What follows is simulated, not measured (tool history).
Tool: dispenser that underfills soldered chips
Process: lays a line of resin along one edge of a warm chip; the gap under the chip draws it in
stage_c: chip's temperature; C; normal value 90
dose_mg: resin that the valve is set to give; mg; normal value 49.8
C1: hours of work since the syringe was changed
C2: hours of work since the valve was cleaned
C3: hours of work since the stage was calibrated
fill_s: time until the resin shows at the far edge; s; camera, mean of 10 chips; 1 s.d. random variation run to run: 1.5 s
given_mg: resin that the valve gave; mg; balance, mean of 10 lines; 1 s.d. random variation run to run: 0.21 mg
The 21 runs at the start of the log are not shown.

At hour 259.3: new syringe of resin.
Run 22, hour 261.7: usual settings but stage_c 91 C, dose_mg 43.7 mg; C1 2; C2 93; C3 308. Result: fill_s 174.6 s, given_mg 41.51 mg.
At hour 270.2: new syringe of resin.
Run 23, hour 276.5: usual settings but stage_c 91 C, dose_mg 43.7 mg; C1 5; C2 104; C3 319. Result: fill_s 197.9 s, given_mg 41.54 mg.
At hour 280.7: new syringe of resin.
Run 24, hour 284.6: usual settings but stage_c 104 C, dose_mg 46.2 mg; C1 3; C2 110; C3 325. Result: fill_s 100.8 s, given_mg 43.65 mg.
At hour 292.2: new syringe of resin.
At hour 293.2: dispensing valve cleaned and set on the balance.
Run 25, hour 297: usual settings but stage_c 81 C, dose_mg 61.6 mg; C1 3; C2 3; C3 334. Result: fill_s 282.9 s, given_mg 61.43 mg.
At hour 304: new syringe of resin.
Run 26, hour 309.8: usual settings but stage_c 102 C; C1 5; C2 13; C3 344. Result: fill_s 113.2 s, given_mg 49.4 mg.
At hour 315: new syringe of resin.
At hour 325.4: new syringe of resin.
Run 27, hour 326.5: usual settings but stage_c 96 C, dose_mg 59.8 mg; C1 1; C2 26; C3 357. Result: fill_s 125.3 s, given_mg 58.63 mg.
At hour 336.4: new syringe of resin.
Run 28, hour 340.8: usual settings but stage_c 96 C, dose_mg 42.4 mg; C1 3; C2 37; C3 368. Result: fill_s 149.3 s, given_mg 41.85 mg.
At hour 346.7: new syringe of resin.
Run 29, hour 350.5: usual settings but stage_c 100 C, dose_mg 42.3 mg; C1 3; C2 44; C3 375. Result: fill_s 119 s, given_mg 41.46 mg.
At hour 357.1: new syringe of resin.
Run 30, hour 365.1: usual settings but dose_mg 51.9 mg; C1 6; C2 55; C3 386. Result: fill_s 216 s, given_mg 50.77 mg.
At hour 368.1: new syringe of resin.
Run 31, hour 374.1: usual settings but stage_c 79 C, dose_mg 51.9 mg; C1 5; C2 62; C3 393. Result: fill_s 341.6 s, given_mg 50.46 mg.
At hour 379.5: new syringe of resin.
Run 32, hour 387.6: usual settings but stage_c 91 C, dose_mg 49.3 mg; C1 6; C2 73; C3 404. Result: fill_s 207.3 s, given_mg 47.76 mg.
At hour 390.1: new syringe of resin.
At hour 400.4: new syringe of resin.
Run 33, hour 405.4: usual settings but stage_c 91 C, dose_mg 49.3 mg; C1 4; C2 86; C3 417. Result: fill_s 189.1 s, given_mg 47.43 mg.
At hour 411.1: new syringe of resin.
Run 34, hour 419.7: usual settings but dose_mg 44.3 mg; C1 7; C2 97; C3 428. Result: fill_s 224.3 s, given_mg 42.19 mg.

Alternative continuations, all from the tool just after run 34; predict every row:
At hour 422.3: new syringe of resin.
At hour 433: new syringe of resin.
Run A, hour 433: usual settings but stage_c 103 C; C1 0; C2 107; C3 438. Result: fill_s ?, given_mg ?.
At hour 422.3: new syringe of resin.
At hour 433: new syringe of resin.
Run B, hour 433: usual settings but dose_mg 44.3 mg; C1 0; C2 107; C3 438. Result: fill_s ?, given_mg ?.
At hour 422.3: new syringe of resin.
At hour 433: new syringe of resin.
Run C, hour 433: usual settings but stage_c 98 C, dose_mg 44.3 mg; C1 0; C2 107; C3 438. Result: fill_s ?, given_mg ?.

run  fill_s  given_mg
  A      91     47.39
  B   170.5      41.9
  C     117     41.64
With the hidden condition removed and each run's random variation left untouched, the same runs would have given:
run  fill_s  given_mg
  A    83.8     50.08
  B   155.1     44.27
  C   106.8        44
